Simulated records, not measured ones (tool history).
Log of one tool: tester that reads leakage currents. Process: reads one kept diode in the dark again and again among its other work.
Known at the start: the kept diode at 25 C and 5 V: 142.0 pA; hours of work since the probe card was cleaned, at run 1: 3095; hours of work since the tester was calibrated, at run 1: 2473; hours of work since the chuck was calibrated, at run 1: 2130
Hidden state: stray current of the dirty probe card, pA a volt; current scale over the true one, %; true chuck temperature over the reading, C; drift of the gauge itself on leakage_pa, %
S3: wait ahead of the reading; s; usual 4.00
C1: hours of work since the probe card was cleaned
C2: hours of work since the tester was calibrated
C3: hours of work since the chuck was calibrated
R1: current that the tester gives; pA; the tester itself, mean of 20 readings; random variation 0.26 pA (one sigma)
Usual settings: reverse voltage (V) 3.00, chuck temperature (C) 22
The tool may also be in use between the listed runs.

{"run": 1, "hour": 0.0, "reverse voltage (V)": 3.0, "chuck temperature (C)": 22, "S3": 4.0, "C1": 3095, "C2": 2473, "C3": 2130, "R1": 81.22}
{"run": 2, "hour": 133.7, "reverse voltage (V)": 3.0, "chuck temperature (C)": 22, "S3": 4.0, "C1": 3157, "C2": 2534, "C3": 2191, "R1": 81.02}
{"run": 3, "hour": 292.3, "reverse voltage (V)": 3.0, "chuck temperature (C)": 22, "S3": 4.0, "C1": 3229, "C2": 2607, "C3": 2264, "R1": 81.44}
{"run": 4, "hour": 427.4, "reverse voltage (V)": 3.0, "chuck temperature (C)": 27, "S3": 4.0, "C1": 3291, "C2": 2669, "C3": 2326, "R1": 128.06}
{"hour": 506.6, "done": "chuck's temperature calibrated"}
{"run": 5, "hour": 528.3, "reverse voltage (V)": 3.0, "chuck temperature (C)": 27, "S3": 4.0, "C1": 3336, "C2": 2714, "C3": 10, "R1": 138.72}
{"run": 6, "hour": 661.6, "reverse voltage (V)": 4.77, "chuck temperature (C)": 31, "S3": 8.63, "C1": 3397, "C2": 2775, "C3": 71, "R1": 246.38}
{"run": 7, "hour": 735.2, "reverse voltage (V)": 3.15, "chuck temperature (C)": 22, "S3": 0.53, "C1": 3431, "C2": 2809, "C3": 105, "R1": 91.19}
{"run": 8, "hour": 823.2, "reverse voltage (V)": 12.21, "chuck temperature (C)": 21, "S3": 1.1, "C1": 3471, "C2": 2849, "C3": 145, "R1": 164.25}
{"run": 9, "hour": 970.3, "reverse voltage (V)": 12.21, "chuck temperature (C)": 29, "S3": 1.1, "C1": 3539, "C2": 2916, "C3": 212, "R1": 328.77}
{"run": 10, "hour": 1098.3, "reverse voltage (V)": 7.68, "chuck temperature (C)": 21, "S3": 0.3, "C1": 3597, "C2": 2975, "C3": 271, "R1": 133.01}

Measured less the same run without the tool's hidden state. The same run-to-run variation is in both; the gauge's scatter may not be:
run=1 R1=-2.76
run=2 R1=-2.89
run=3 R1=-3.07
run=4 R1=-6.35
run=5 R1=+4.43
run=6 R1=+6.88
run=7 R1=+3.73
run=8 R1=+12.60
run=9 R1=+13.33
run=10 R1=+7.81

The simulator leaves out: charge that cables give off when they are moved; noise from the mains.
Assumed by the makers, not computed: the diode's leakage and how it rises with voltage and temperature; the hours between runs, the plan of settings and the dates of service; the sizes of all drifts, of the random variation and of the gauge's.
